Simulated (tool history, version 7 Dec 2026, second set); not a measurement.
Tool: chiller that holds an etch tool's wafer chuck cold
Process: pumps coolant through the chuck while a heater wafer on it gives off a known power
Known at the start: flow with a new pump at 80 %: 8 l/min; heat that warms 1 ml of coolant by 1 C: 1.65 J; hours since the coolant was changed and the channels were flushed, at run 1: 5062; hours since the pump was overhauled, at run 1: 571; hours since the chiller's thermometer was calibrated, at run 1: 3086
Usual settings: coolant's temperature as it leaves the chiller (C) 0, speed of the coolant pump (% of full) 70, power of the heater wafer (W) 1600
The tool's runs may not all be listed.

run    hour  coolant's temperature as it leaves the chiller (C)  speed of the coolant pump (% of full)  power of the heater wafer (W)  hours since the coolant was changed and the channels were flushed  hours since the pump was overhauled  hours since the chiller's thermometer was calibrated  chuck's temperature once it has settled (C)  how much warmer the coolant comes back (C)
  1     0.0                                                   0                                     70                           1600                                                               5062                                  571                                                  3086                                         18.5                                        8.42
  2   117.6                                                   0                                     70                           1600                                                               5180                                  689                                                  3204                                         18.7                                        8.33
  3   222.2                                                   0                                     70                            975                                                               5285                                  794                                                  3309                                         11.2                                        5.11
  4   332.6                                                   0                                     70                           1600                                                               5395                                  904                                                  3419                                         18.5                                        8.37
  5   395.4                                                   0                                     70                            915                                                               5458                                  967                                                  3482                                         10.7                                        4.79
  6   474.0                                                   0                                     70                           1600                                                               5537                                 1046                                                  3560                                         18.6                                        8.41
  7   539.9                                                   0                                     70                           1600                                                               5602                                 1111                                                  3626                                         18.7                                        8.32
  8   638.9                                                   0                                     70                           1054                                                               5701                                 1210                                                  3725                                         12.3                                        5.58
  9   729.0                                                   0                                     70                           1600                                                               5792                                 1301                                                  3815                                         18.6                                        8.43
 10   801.6                                                   0                                     70                            993                                                               5864                                 1373                                                  3888                                         11.6                                        5.25
 11   889.6                                                   4                                     64                            815                                                               5952                                 1461                                                  3976                                         14.2                                        4.72
 12   961.1                                                   9                                     60                           1468                                                               6024                                 1533                                                  4048                                         28.3                                        9.03
 13  1030.1                                                   9                                     60                           1468                                                               6093                                 1602                                                  4117                                         28.3                                        9.03
     1042.3  -- chiller's thermometer calibrated
 14  1091.0                                                   0                                     70                           1991                                                               6152                                 1661                                                    49                                         23.1                                       10.48
     1193.6  -- coolant changed, channels flushed
 15  1229.5                                                   4                                     61                           1464                                                                 36                                 1794                                                   181                                         23.0                                        8.89
 16  1321.1                                                   4                                     61                           1464                                                                127                                 1886                                                   273                                         23.1                                        9.01
 17  1451.0                                                   4                                     85                           1464                                                                257                                 2015                                                   403                                         18.4                                        6.44
 18  1583.3                                                   4                                     85                           1464                                                                390                                 2148                                                   535                                         18.5                                        6.34
 19  1672.6                                                   4                                     85                           1464                                                                479                                 2237                                                   624                                         18.3                                        6.31

4 ways to go on from here, each from the tool as it stands after run 19. What would each give?
  A  1778.6                                                   7                                     85                           2306                                                                585                                 2343                                                   730                                            ?                                           ?
  B  1778.6                                                  -8                                     70                           1886                                                                585                                 2343                                                   730                                            ?                                           ?
  C  1778.6                                                   0                                     70                           2249                                                                585                                 2343                                                   730                                            ?                                           ?
  D  1778.6                                                   9                                     66                           2037                                                                585                                 2343                                                   730                                            ?                                           ?

run  chuck's temperature once it has settled (C)  how much warmer the coolant comes back (C)
  A                                         29.8                                       10.04
  B                                         14.1                                       10.04
  C                                         26.2                                       11.88
  D                                         33.9                                       11.37
Without the tool's hidden state the same runs would have given:
run  chuck's temperature once it has settled (C)  how much warmer the coolant comes back (C)
  A                                         29.8                                        9.91
  B                                         14.1                                        9.90
  C                                         26.2                                       11.74
  D                                         33.9                                       11.23
